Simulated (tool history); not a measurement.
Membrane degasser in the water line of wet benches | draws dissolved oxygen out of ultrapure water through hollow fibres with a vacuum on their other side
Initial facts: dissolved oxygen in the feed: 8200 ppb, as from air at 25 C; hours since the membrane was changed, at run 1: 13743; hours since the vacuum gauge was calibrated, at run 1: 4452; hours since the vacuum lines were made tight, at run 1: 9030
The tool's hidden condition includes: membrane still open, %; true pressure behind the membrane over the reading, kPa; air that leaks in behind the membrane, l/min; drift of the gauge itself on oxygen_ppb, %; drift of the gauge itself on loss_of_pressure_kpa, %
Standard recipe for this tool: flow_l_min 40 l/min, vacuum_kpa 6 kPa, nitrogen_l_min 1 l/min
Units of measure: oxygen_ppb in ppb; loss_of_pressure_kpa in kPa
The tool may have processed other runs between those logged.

run	hour	flow_l_min	vacuum_kpa	nitrogen_l_min	hours since the membrane was changed	hours since the vacuum gauge was calibrated	hours since the vacuum lines were made tight	oxygen_ppb	loss_of_pressure_kpa
1	0	40	6	1	13743	4452	9030	260.2	47.25
2	148.4	40	6	1	13892	4600	9178	267.1	47.3
3	481.8	40	6	1	14225	4934	9512	265.3	47.56
4	784.7	40	6	1	14528	5237	9815	267.8	47.21
# hour 1136.2: vacuum gauge calibrated
5	1136.2	40	6	1	14879	0	10166	277.4	47.52
6	1309.6	40	6	1	15052	173	10339	280	47.28
7	1664	36	6	1	15407	528	10693	253.8	42.83
8	1816.8	36	6.8	1	15559	681	10846	308.6	43
9	2110.1	36	6.8	1	15853	974	11139	306.7	42.53
10	2304.8	36	6.8	1	16047	1169	11334	312.4	43.12
11	2644.3	40	11.07	1	16387	1508	11674	656.9	47.79
12	2877.8	30	4.23	1.56	16620	1742	11907	81.5	35.76
13	3155.1	34	5.29	2.35	16898	2019	12185	107.9	40.66
# hour 3184.6: seals of the vacuum lines changed
# hour 3315: vacuum gauge calibrated, once more
14	3474.1	30	6	0.77	17214	159	289	235.3	36.1
15	3838	30	6	0.77	17578	523	653	239.8	36.28
16	4141.8	29	6.57	2.91	17882	827	957	96.7	34.62
17	4387.1	37	9.71	0.63	18127	1072	1202	691.3	44.52
18	4605.8	43	9.71	0.63	18346	1291	1421	765.7	51.74
19	4952.1	43	8	1.38	18692	1637	1767	342.5	52.06
20	5178.6	43	8	1.38	18919	1864	1993	356.1	52.36
21	5335.7	43	8	1.38	19076	2021	2151	346.4	51.83
22	5515.5	43	8	1.38	19256	2201	2330	345.4	52.23

How the hidden state differs across the entries between the runs, from the last listed run before each to the first after it:
Logged between run 4 and run 5: vacuum gauge calibrated (hour 1136.2)
  membrane still open, %: 93.2 -> 93; true pressure behind the membrane over the reading, kPa: 0.25 -> 0.39; air that leaks in behind the membrane, l/min: 0.0113 -> 0.0116
  measured value less the no-hidden-state value, oxygen_ppb: +28.5 -> +39.1 ppb; loss_of_pressure_kpa: +3.23 -> +3.32 kPa
Logged between run 13 and run 14: seals of the vacuum lines changed (hour 3184.6); vacuum gauge calibrated, once more (hour 3315)
  membrane still open, %: 92 -> 91.9; true pressure behind the membrane over the reading, kPa: 0.48 -> 0.04; air that leaks in behind the membrane, l/min: 0.0132 -> 0.0025
  measured value less the no-hidden-state value, oxygen_ppb: +25.2 -> +9.8 ppb; loss_of_pressure_kpa: +3.25 -> +2.93 kPa
